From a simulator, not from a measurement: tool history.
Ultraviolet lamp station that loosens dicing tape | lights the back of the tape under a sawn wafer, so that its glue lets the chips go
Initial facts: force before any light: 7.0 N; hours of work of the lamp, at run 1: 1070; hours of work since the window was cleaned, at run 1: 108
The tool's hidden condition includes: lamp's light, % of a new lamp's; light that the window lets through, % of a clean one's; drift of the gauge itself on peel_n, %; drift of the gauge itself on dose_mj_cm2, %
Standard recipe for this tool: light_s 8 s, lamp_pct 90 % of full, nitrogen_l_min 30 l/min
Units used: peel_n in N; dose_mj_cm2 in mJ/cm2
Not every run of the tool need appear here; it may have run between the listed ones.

| run | day | light_s | lamp_pct | nitrogen_l_min | hours of work of the lamp | hours of work since the window was cleaned | peel_n | dose_mj_cm2 |
|---|---|---|---|---|---|---|---|---|
| 1 | 0 | 8 | 90 | 30 | 1070 | 108 | 0.499 | 655 |
| 2 | 3.75 | 10 | 90 | 30 | 1132 | 170 | 0.301 | 823 |
| 3 | 6.429 | 10 | 90 | 30 | 1177 | 214 | 0.297 | 827 |
| 4 | 8.921 | 8 | 90 | 30 | 1218 | 256 | 0.488 | 662 |
| 5 | 12.646 | 8 | 90 | 30 | 1280 | 317 | 0.522 | 664 |
|  | 16.296 | lamp changed |
| 6 | 16.625 | 8 | 90 | 30 | 6 | 383 | 0.518 | 658 |
| 7 | 18.371 | 8 | 90 | 30 | 34 | 412 | 0.503 | 661 |
|  | 19.325 | window cleaned of glue's vapour |
| 8 | 21.05 | 10 | 90 | 30 | 79 | 29 | 0.288 | 820 |
| 9 | 23.879 | 8 | 90 | 30 | 126 | 76 | 0.524 | 659 |
| 10 | 27.025 | 8 | 90 | 30 | 178 | 128 | 0.499 | 660 |
| 11 | 31.021 | 8 | 90 | 30 | 244 | 194 | 0.538 | 658 |
| 12 | 32.967 | 8 | 68 | 30 | 276 | 226 | 0.977 | 490 |
| 13 | 35.483 | 8 | 68 | 30 | 318 | 268 | 0.907 | 497 |
| 14 | 38.192 | 8 | 90 | 30 | 363 | 313 | 0.5 | 658 |
| 15 | 41.388 | 8 | 86 | 30 | 416 | 366 | 0.568 | 630 |
| 16 | 43.088 | 8 | 86 | 30 | 444 | 394 | 0.586 | 631 |
| 17 | 44.8 | 8 | 86 | 30 | 473 | 423 | 0.567 | 632 |
|  | 45.175 | window cleaned of glue's vapour |
| 18 | 47.817 | 8 | 86 | 30 | 522 | 44 | 0.556 | 634 |
| 19 | 49.683 | 5 | 86 | 12 | 553 | 75 | 2.141 | 394 |
| 20 | 51.396 | 13 | 61 | 36 | 582 | 103 | 0.357 | 717 |
| 21 | 53.383 | 8 | 90 | 15 | 615 | 136 | 0.887 | 657 |
| 22 | 55.117 | 8 | 67 | 10 | 643 | 165 | 1.835 | 484 |
| 23 | 58.808 | 4 | 90 | 20 | 705 | 226 | 2.236 | 330 |
| 24 | 61.229 | 4 | 90 | 14 | 745 | 266 | 2.396 | 325 |
| 25 | 63.271 | 4 | 90 | 14 | 779 | 300 | 2.444 | 325 |
| 26 | 66.429 | 4 | 90 | 14 | 831 | 353 | 2.518 | 334 |
| 27 | 70.225 | 8 | 83 | 26 | 894 | 416 | 0.7 | 608 |
|  | 70.775 | window cleaned of glue's vapour |
| 28 | 74.154 | 12 | 69 | 10 | 959 | 56 | 0.866 | 760 |
| 29 | 77.525 | 10 | 84 | 27 | 1015 | 112 | 0.386 | 767 |

4 ways to go on from here, each from the tool as it stands after run 29. What would each give?
| A | 81.312 | 10 | 71 | 27 | 1078 | 175 | ? | ? |
| B | 81.312 | 11 | 88 | 34 | 1078 | 175 | ? | ? |
| C | 81.312 | 9 | 86 | 27 | 1078 | 175 | ? | ? |
| D | 81.312 | 8 | 95 | 30 | 1078 | 175 | ? | ? |

| run | peel_n | dose_mj_cm2 |
|---|---|---|
| A | 0.564 | 645 |
| B | 0.213 | 880 |
| C | 0.479 | 709 |
| D | 0.446 | 684 |
Without the tool's unlogged condition, the same runs would have read:
| run | peel_n | dose_mj_cm2 |
|---|---|---|
| A | 0.559 | 647 |
| B | 0.211 | 883 |
| C | 0.475 | 711 |
| D | 0.442 | 686 |
